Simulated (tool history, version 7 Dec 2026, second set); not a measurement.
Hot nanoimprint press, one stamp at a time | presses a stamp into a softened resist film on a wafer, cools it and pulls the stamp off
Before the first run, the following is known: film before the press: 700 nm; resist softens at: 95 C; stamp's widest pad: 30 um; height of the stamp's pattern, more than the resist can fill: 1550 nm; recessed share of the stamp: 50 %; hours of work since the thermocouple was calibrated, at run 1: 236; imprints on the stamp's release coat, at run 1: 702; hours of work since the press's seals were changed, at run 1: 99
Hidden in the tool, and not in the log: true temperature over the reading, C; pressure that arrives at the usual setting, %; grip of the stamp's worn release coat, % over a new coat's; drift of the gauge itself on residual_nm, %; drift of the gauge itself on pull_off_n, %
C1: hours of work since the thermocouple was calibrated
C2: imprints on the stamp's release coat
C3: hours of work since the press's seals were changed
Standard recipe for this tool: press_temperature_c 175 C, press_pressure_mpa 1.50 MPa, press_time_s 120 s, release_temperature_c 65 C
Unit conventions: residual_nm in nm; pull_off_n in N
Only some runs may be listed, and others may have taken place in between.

{"run": 1, "hour": 0.0, "press_temperature_c": 175, "press_pressure_mpa": 1.5, "press_time_s": 120, "release_temperature_c": 65, "C1": 236, "C2": 702, "C3": 99, "residual_nm": 251.7, "pull_off_n": 140}
{"run": 2, "hour": 23.2, "press_temperature_c": 175, "press_pressure_mpa": 1.03, "press_time_s": 120, "release_temperature_c": 65, "C1": 248, "C2": 771, "C3": 111, "residual_nm": 312.0, "pull_off_n": 148}
{"run": 3, "hour": 33.0, "press_temperature_c": 175, "press_pressure_mpa": 1.03, "press_time_s": 120, "release_temperature_c": 65, "C1": 252, "C2": 800, "C3": 115, "residual_nm": 310.7, "pull_off_n": 148}
{"run": 4, "hour": 47.0, "press_temperature_c": 175, "press_pressure_mpa": 1.03, "press_time_s": 120, "release_temperature_c": 65, "C1": 259, "C2": 841, "C3": 122, "residual_nm": 311.0, "pull_off_n": 144}
{"run": 5, "hour": 68.1, "press_temperature_c": 175, "press_pressure_mpa": 1.03, "press_time_s": 120, "release_temperature_c": 65, "C1": 269, "C2": 904, "C3": 132, "residual_nm": 309.8, "pull_off_n": 151}
{"run": 6, "hour": 84.2, "press_temperature_c": 175, "press_pressure_mpa": 1.03, "press_time_s": 120, "release_temperature_c": 65, "C1": 277, "C2": 952, "C3": 140, "residual_nm": 308.9, "pull_off_n": 151}
{"run": 7, "hour": 98.2, "press_temperature_c": 175, "press_pressure_mpa": 1.5, "press_time_s": 120, "release_temperature_c": 65, "C1": 284, "C2": 994, "C3": 147, "residual_nm": 250.8, "pull_off_n": 159}
{"run": 8, "hour": 116.7, "press_temperature_c": 175, "press_pressure_mpa": 1.5, "press_time_s": 120, "release_temperature_c": 54, "C1": 293, "C2": 1048, "C3": 156, "residual_nm": 249.6, "pull_off_n": 165}
{"run": 9, "hour": 135.1, "press_temperature_c": 175, "press_pressure_mpa": 1.5, "press_time_s": 120, "release_temperature_c": 54, "C1": 302, "C2": 1103, "C3": 165, "residual_nm": 250.5, "pull_off_n": 170}
{"run": 10, "hour": 154.1, "press_temperature_c": 175, "press_pressure_mpa": 1.5, "press_time_s": 120, "release_temperature_c": 65, "C1": 311, "C2": 1160, "C3": 174, "residual_nm": 250.7, "pull_off_n": 156}
{"run": 11, "hour": 165.0, "press_temperature_c": 175, "press_pressure_mpa": 1.5, "press_time_s": 63, "release_temperature_c": 65, "C1": 316, "C2": 1192, "C3": 179, "residual_nm": 310.0, "pull_off_n": 154}
{"run": 12, "hour": 179.0, "press_temperature_c": 175, "press_pressure_mpa": 1.5, "press_time_s": 63, "release_temperature_c": 65, "C1": 323, "C2": 1234, "C3": 186, "residual_nm": 311.0, "pull_off_n": 149}
{"hour": 192.3, "done": "stamp cleaned and given a new release coat"}
{"run": 13, "hour": 197.3, "press_temperature_c": 175, "press_pressure_mpa": 1.5, "press_time_s": 120, "release_temperature_c": 64, "C1": 329, "C2": 15, "C3": 192, "residual_nm": 250.0, "pull_off_n": 132}
{"run": 14, "hour": 217.7, "press_temperature_c": 175, "press_pressure_mpa": 1.5, "press_time_s": 120, "release_temperature_c": 64, "C1": 339, "C2": 76, "C3": 202, "residual_nm": 251.1, "pull_off_n": 131}
{"hour": 221.8, "done": "plate thermocouple calibrated"}
{"run": 15, "hour": 243.4, "press_temperature_c": 175, "press_pressure_mpa": 1.5, "press_time_s": 120, "release_temperature_c": 64, "C1": 10, "C2": 143, "C3": 213, "residual_nm": 249.7, "pull_off_n": 131}
{"run": 16, "hour": 252.9, "press_temperature_c": 175, "press_pressure_mpa": 1.5, "press_time_s": 120, "release_temperature_c": 64, "C1": 15, "C2": 172, "C3": 217, "residual_nm": 249.7, "pull_off_n": 134}
{"run": 17, "hour": 275.9, "press_temperature_c": 185, "press_pressure_mpa": 1.5, "press_time_s": 87, "release_temperature_c": 65, "C1": 26, "C2": 240, "C3": 228, "residual_nm": 228.2, "pull_off_n": 134}
{"run": 18, "hour": 288.0, "press_temperature_c": 181, "press_pressure_mpa": 2.05, "press_time_s": 102, "release_temperature_c": 60, "C1": 32, "C2": 276, "C3": 234, "residual_nm": 194.0, "pull_off_n": 134}
{"run": 19, "hour": 308.2, "press_temperature_c": 181, "press_pressure_mpa": 2.05, "press_time_s": 102, "release_temperature_c": 60, "C1": 42, "C2": 336, "C3": 244, "residual_nm": 194.8, "pull_off_n": 140}
{"run": 20, "hour": 324.4, "press_temperature_c": 175, "press_pressure_mpa": 1.19, "press_time_s": 169, "release_temperature_c": 58, "C1": 50, "C2": 384, "C3": 252, "residual_nm": 253.4, "pull_off_n": 143}
{"hour": 337.2, "done": "plate thermocouple calibrated, once more"}
{"run": 21, "hour": 347.7, "press_temperature_c": 175, "press_pressure_mpa": 0.95, "press_time_s": 120, "release_temperature_c": 72, "C1": 5, "C2": 444, "C3": 262, "residual_nm": 333.6, "pull_off_n": 134}
{"run": 22, "hour": 365.0, "press_temperature_c": 176, "press_pressure_mpa": 1.89, "press_time_s": 167, "release_temperature_c": 73, "C1": 13, "C2": 496, "C3": 270, "residual_nm": 197.1, "pull_off_n": 128}
{"run": 23, "hour": 380.5, "press_temperature_c": 163, "press_pressure_mpa": 1.17, "press_time_s": 220, "release_temperature_c": 73, "C1": 21, "C2": 542, "C3": 277, "residual_nm": 321.9, "pull_off_n": 139}
{"run": 24, "hour": 394.9, "press_temperature_c": 163, "press_pressure_mpa": 1.17, "press_time_s": 220, "release_temperature_c": 73, "C1": 28, "C2": 584, "C3": 284, "residual_nm": 320.3, "pull_off_n": 132}
{"run": 25, "hour": 406.2, "press_temperature_c": 163, "press_pressure_mpa": 1.17, "press_time_s": 220, "release_temperature_c": 73, "C1": 33, "C2": 618, "C3": 290, "residual_nm": 318.8, "pull_off_n": 134}
{"run": 26, "hour": 417.6, "press_temperature_c": 175, "press_pressure_mpa": 1.5, "press_time_s": 166, "release_temperature_c": 65, "C1": 39, "C2": 652, "C3": 295, "residual_nm": 230.6, "pull_off_n": 139}
{"run": 27, "hour": 437.3, "press_temperature_c": 170, "press_pressure_mpa": 1.5, "press_time_s": 153, "release_temperature_c": 65, "C1": 48, "C2": 710, "C3": 305, "residual_nm": 266.2, "pull_off_n": 146}
{"run": 28, "hour": 452.7, "press_temperature_c": 172, "press_pressure_mpa": 1.5, "press_time_s": 153, "release_temperature_c": 65, "C1": 56, "C2": 756, "C3": 312, "residual_nm": 253.8, "pull_off_n": 141}
{"run": 29, "hour": 468.0, "press_temperature_c": 172, "press_pressure_mpa": 1.5, "press_time_s": 153, "release_temperature_c": 65, "C1": 63, "C2": 802, "C3": 320, "residual_nm": 253.3, "pull_off_n": 149}
{"run": 30, "hour": 486.8, "press_temperature_c": 175, "press_pressure_mpa": 1.88, "press_time_s": 86, "release_temperature_c": 65, "C1": 72, "C2": 858, "C3": 329, "residual_nm": 255.0, "pull_off_n": 151}

Forecast run 31:
{"run": 31, "hour": 509.0, "press_temperature_c": 175, "press_pressure_mpa": 1.5, "press_time_s": 228, "release_temperature_c": 65, "C1": 83, "C2": 924, "C3": 340, "residual_nm": "?", "pull_off_n": "?"}

residual_nm: 206.2 nm
pull_off_n: 147 N
Minus the tool's unlogged condition, the same run would have read residual_nm 204.4 nm, pull_off_n 125 N.

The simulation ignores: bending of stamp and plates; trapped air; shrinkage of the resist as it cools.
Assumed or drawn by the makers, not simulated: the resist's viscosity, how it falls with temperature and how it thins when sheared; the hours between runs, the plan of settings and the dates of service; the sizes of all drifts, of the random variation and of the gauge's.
